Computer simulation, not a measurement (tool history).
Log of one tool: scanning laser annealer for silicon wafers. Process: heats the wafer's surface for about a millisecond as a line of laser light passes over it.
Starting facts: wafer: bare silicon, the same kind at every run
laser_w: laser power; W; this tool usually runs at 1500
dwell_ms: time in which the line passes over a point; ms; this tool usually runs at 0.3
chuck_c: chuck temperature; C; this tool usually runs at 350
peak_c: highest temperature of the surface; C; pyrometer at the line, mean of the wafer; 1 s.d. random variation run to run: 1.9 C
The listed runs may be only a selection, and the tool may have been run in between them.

run 1 day=0 | laser_w=1500 dwell_ms=0.3 chuck_c=350 | peak_c=1139
run 2 day=0.396 | laser_w=1500 dwell_ms=0.3 chuck_c=334 | peak_c=1117
run 3 day=0.642 | laser_w=1500 dwell_ms=0.3 chuck_c=334 | peak_c=1119
run 4 day=1.083 | laser_w=1500 dwell_ms=0.3 chuck_c=334 | peak_c=1120
run 5 day=1.575 | laser_w=1500 dwell_ms=0.3 chuck_c=323 | peak_c=1110
run 6 day=2.012 | laser_w=1304 dwell_ms=0.3 chuck_c=350 | peak_c=1028
run 7 day=2.467 | laser_w=1304 dwell_ms=0.3 chuck_c=350 | peak_c=1027
run 8 day=2.725 | laser_w=1304 dwell_ms=0.3 chuck_c=350 | peak_c=1027
run 9 day=3.021 | laser_w=1304 dwell_ms=0.3 chuck_c=350 | peak_c=1027
run 10 day=3.592 | laser_w=1304 dwell_ms=0.3 chuck_c=350 | peak_c=1030
run 11 day=3.854 | laser_w=1304 dwell_ms=0.3 chuck_c=350 | peak_c=1027
run 12 day=4.4 | laser_w=1304 dwell_ms=0.3 chuck_c=350 | peak_c=1025
run 13 day=4.983 | laser_w=1500 dwell_ms=0.213 chuck_c=350 | peak_c=999
run 14 day=5.458 | laser_w=1500 dwell_ms=0.3 chuck_c=350 | peak_c=1131
run 15 day=5.871 | laser_w=1500 dwell_ms=0.3 chuck_c=350 | peak_c=1126
run 16 day=6.358 | laser_w=1500 dwell_ms=0.3 chuck_c=350 | peak_c=1130
run 17 day=6.675 | laser_w=1500 dwell_ms=0.3 chuck_c=350 | peak_c=1123
run 18 day=6.979 | laser_w=1500 dwell_ms=0.307 chuck_c=350 | peak_c=1140
run 19 day=7.25 | laser_w=1500 dwell_ms=0.307 chuck_c=365 | peak_c=1148
run 20 day=7.5 | laser_w=1500 dwell_ms=0.3 chuck_c=350 | peak_c=1123
run 21 day=8.033 | laser_w=1500 dwell_ms=0.3 chuck_c=350 | peak_c=1127
run 22 day=8.392 | laser_w=1636 dwell_ms=0.221 chuck_c=323 | peak_c=1048
run 23 day=8.829 | laser_w=1636 dwell_ms=0.221 chuck_c=323 | peak_c=1043
run 24 day=9.258 | laser_w=1636 dwell_ms=0.221 chuck_c=323 | peak_c=1045
run 25 day=9.583 | laser_w=1500 dwell_ms=0.279 chuck_c=330 | peak_c=1077
run 26 day=9.988 | laser_w=1519 dwell_ms=0.268 chuck_c=355 | peak_c=1095
run 27 day=10.479 | laser_w=1519 dwell_ms=0.268 chuck_c=355 | peak_c=1093
run 28 day=10.779 | laser_w=1519 dwell_ms=0.268 chuck_c=355 | peak_c=1095
run 29 day=11.146 | laser_w=1519 dwell_ms=0.268 chuck_c=355 | peak_c=1091
run 30 day=11.538 | laser_w=1593 dwell_ms=0.26 chuck_c=357 | peak_c=1121
run 31 day=11.904 | laser_w=1400 dwell_ms=0.26 chuck_c=373 | peak_c=1039
run 32 day=12.167 | laser_w=1400 dwell_ms=0.26 chuck_c=373 | peak_c=1039
run 33 day=12.433 | laser_w=1400 dwell_ms=0.26 chuck_c=373 | peak_c=1040
run 34 day=12.883 | laser_w=1500 dwell_ms=0.286 chuck_c=341 | peak_c=1092
run 35 day=13.383 | laser_w=1344 dwell_ms=0.247 chuck_c=350 | peak_c=970
run 36 day=13.912 | laser_w=1511 dwell_ms=0.361 chuck_c=350 | peak_c=1205
run 37 day=14.446 | laser_w=1463 dwell_ms=0.3 chuck_c=350 | peak_c=1101
run 38 day=14.983 | laser_w=1393 dwell_ms=0.3 chuck_c=312 | peak_c=1022
run 39 day=15.267 | laser_w=1558 dwell_ms=0.339 chuck_c=365 | peak_c=1218
run 40 day=15.525 | laser_w=1604 dwell_ms=0.319 chuck_c=384 | peak_c=1234
run 41 day=15.788 | laser_w=1500 dwell_ms=0.3 chuck_c=356 | peak_c=1120

What if the next run were any one of these 4? Each begins from the tool's condition after run 41:
run A day=16.238 | laser_w=1500 dwell_ms=0.3 chuck_c=350 | peak_c=?
run B day=16.238 | laser_w=1439 dwell_ms=0.349 chuck_c=350 | peak_c=?
run C day=16.238 | laser_w=1388 dwell_ms=0.348 chuck_c=350 | peak_c=?
run D day=16.238 | laser_w=1519 dwell_ms=0.3 chuck_c=342 | peak_c=?

run=A peak_c=1114
run=B peak_c=1144
run=C peak_c=1114
run=D peak_c=1120
Stripped of hidden state, with their random variation kept, the same runs would have yielded:
run=A peak_c=1156
run=B peak_c=1188
run=C peak_c=1156
run=D peak_c=1162
